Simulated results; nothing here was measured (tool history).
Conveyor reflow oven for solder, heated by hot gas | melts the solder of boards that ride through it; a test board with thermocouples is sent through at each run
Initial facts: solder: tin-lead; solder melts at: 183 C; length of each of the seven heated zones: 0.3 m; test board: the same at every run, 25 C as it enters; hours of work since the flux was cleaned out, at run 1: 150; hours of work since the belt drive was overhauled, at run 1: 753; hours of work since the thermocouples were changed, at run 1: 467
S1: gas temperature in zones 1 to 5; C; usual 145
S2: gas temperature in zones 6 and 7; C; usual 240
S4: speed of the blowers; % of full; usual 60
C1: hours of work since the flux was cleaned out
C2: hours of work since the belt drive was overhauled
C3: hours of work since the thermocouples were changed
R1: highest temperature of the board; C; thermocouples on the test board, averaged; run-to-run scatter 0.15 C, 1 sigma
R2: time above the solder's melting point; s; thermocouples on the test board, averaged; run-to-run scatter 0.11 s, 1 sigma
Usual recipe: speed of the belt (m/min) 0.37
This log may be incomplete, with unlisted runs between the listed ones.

Run 1, day 0: usual settings; C1 150; C2 753; C3 467. Result: R1 224.6 C, R2 82.8 s.
Run 2, day 0.979: usual settings; C1 167; C2 770; C3 484. Result: R1 224.7 C, R2 82.6 s.
Run 3, day 1.683: usual settings; C1 180; C2 782; C3 496. Result: R1 224.7 C, R2 82.8 s.
At day 2.85: flux residue cleaned out of gas plates and filters.
Run 4, day 2.95: usual settings; C1 2; C2 800; C3 514. Result: R1 224.8 C, R2 82.7 s.
Run 5, day 3.467: usual settings but S2 248 C; C1 11; C2 809; C3 523. Result: R1 232 C, R2 87.8 s.
Run 6, day 4.479: usual settings; C1 28; C2 827; C3 541. Result: R1 224.7 C, R2 82.8 s.
Run 7, day 5.604: usual settings; C1 48; C2 846; C3 560. Result: R1 224.6 C, R2 82.6 s.
Run 8, day 6.679: usual settings but S2 241 C; C1 67; C2 865; C3 579. Result: R1 225.8 C, R2 83.3 s.
Run 9, day 7.362: usual settings but S4 82 % of full; C1 78; C2 877; C3 591. Result: R1 229 C, R2 86.3 s.
Run 10, day 8.117: usual settings but S4 86 % of full; C1 92; C2 890; C3 604. Result: R1 229.5 C, R2 86.6 s.
Run 11, day 8.696: usual settings; C1 102; C2 900; C3 614. Result: R1 224.6 C, R2 82.9 s.
Run 12, day 9.25: usual settings; C1 111; C2 910; C3 624. Result: R1 224.5 C, R2 83 s.
Run 13, day 10.021: usual settings; C1 125; C2 923; C3 637. Result: R1 224.6 C, R2 82.8 s.
Run 14, day 11.012: usual settings; C1 142; C2 941; C3 654. Result: R1 224.9 C, R2 82.8 s.
Run 15, day 11.958: usual settings; C1 158; C2 957; C3 671. Result: R1 224.5 C, R2 82.6 s.
Run 16, day 12.608: usual settings; C1 170; C2 968; C3 682. Result: R1 224.6 C, R2 82.9 s.
At day 12.983: thermocouples of zones 6 and 7 changed.
Run 17, day 13.479: usual settings but S4 51 % of full; C1 183; C2 982; C3 9. Result: R1 222.2 C, R2 80.7 s.
At day 14.454: flux residue cleaned out of gas plates and filters.
Run 18, day 14.829: usual settings but S4 51 % of full; C1 7; C2 1002; C3 28. Result: R1 222.3 C, R2 80.6 s.
Run 19, day 15.812: usual settings but S1 152 C, S4 73 % of full; C1 24; C2 1019; C3 46. Result: R1 228.4 C, R2 89 s.
Run 20, day 16.779: usual settings but S1 152 C, S4 73 % of full; C1 40; C2 1036; C3 62. Result: R1 228.5 C, R2 88.8 s.
Run 21, day 17.267: usual settings but S1 134 C, S2 239 C; C1 49; C2 1044; C3 71. Result: R1 222.2 C, R2 75.6 s.
Run 22, day 18.154: usual settings but S1 134 C, S2 241 C, speed of the belt (m/min) 0.375; C1 64; C2 1060; C3 86. Result: R1 223.1 C, R2 75.5 s.
Run 23, day 18.958: usual settings but S1 148 C, S2 231 C, speed of the belt (m/min) 0.428, S4 67 % of full; C1 78; C2 1074; C3 100. Result: R1 214.4 C, R2 64.6 s.
Run 24, day 19.438: usual settings but S1 148 C, S2 231 C, speed of the belt (m/min) 0.428, S4 67 % of full; C1 87; C2 1082; C3 109. Result: R1 214.7 C, R2 64.6 s.
Run 25, day 19.946: usual settings but S2 232 C, S4 55 % of full; C1 96; C2 1091; C3 117. Result: R1 216.5 C, R2 75.4 s.
At day 20.667: belt drive overhauled, speed set with a stopwatch.
Run 26, day 21.254: usual settings but S1 141 C, S2 253 C, speed of the belt (m/min) 0.346, S4 55 % of full; C1 115; C2 10; C3 137. Result: R1 236.3 C, R2 95.4 s.
Run 27, day 22.025: usual settings but S1 141 C, S2 253 C, speed of the belt (m/min) 0.346, S4 55 % of full; C1 129; C2 24; C3 151. Result: R1 236.8 C, R2 95.2 s.
Run 28, day 22.688: usual settings but S1 135 C, S2 239 C, speed of the belt (m/min) 0.348, S4 85 % of full; C1 140; C2 35; C3 162. Result: R1 228.7 C, R2 87.5 s.
Run 29, day 23.429: usual settings but S1 156 C, speed of the belt (m/min) 0.305, S4 86 % of full; C1 153; C2 48; C3 175. Result: R1 234.4 C, R2 114.4 s.
Run 30, day 24.617: usual settings but S1 134 C, S2 252 C, speed of the belt (m/min) 0.402, S4 80 % of full; C1 174; C2 69; C3 196. Result: R1 235.2 C, R2 78.7 s.

Entry by entry between the runs, the difference in hidden state between the last listed run before and the first listed run after:
Run 3 -> run 4: flux residue cleaned out of gas plates and filters (day 2.85)
  heat that the gas passes to the board, % of a clean oven's: 99.8 -> 100; belt's true speed, % of the reading: 99.94 -> 99.93
Run 16 -> run 17: thermocouples of zones 6 and 7 changed (day 12.983)
  true gas temperature in zones 6 and 7 over the reading, C: -0.04 -> 0
Run 17 -> run 18: flux residue cleaned out of gas plates and filters (day 14.454)
  heat that the gas passes to the board, % of a clean oven's: 99.8 -> 100
Run 25 -> run 26: belt drive overhauled, speed set with a stopwatch (day 20.667)
  belt's true speed, % of the reading: 99.91 -> 99.99

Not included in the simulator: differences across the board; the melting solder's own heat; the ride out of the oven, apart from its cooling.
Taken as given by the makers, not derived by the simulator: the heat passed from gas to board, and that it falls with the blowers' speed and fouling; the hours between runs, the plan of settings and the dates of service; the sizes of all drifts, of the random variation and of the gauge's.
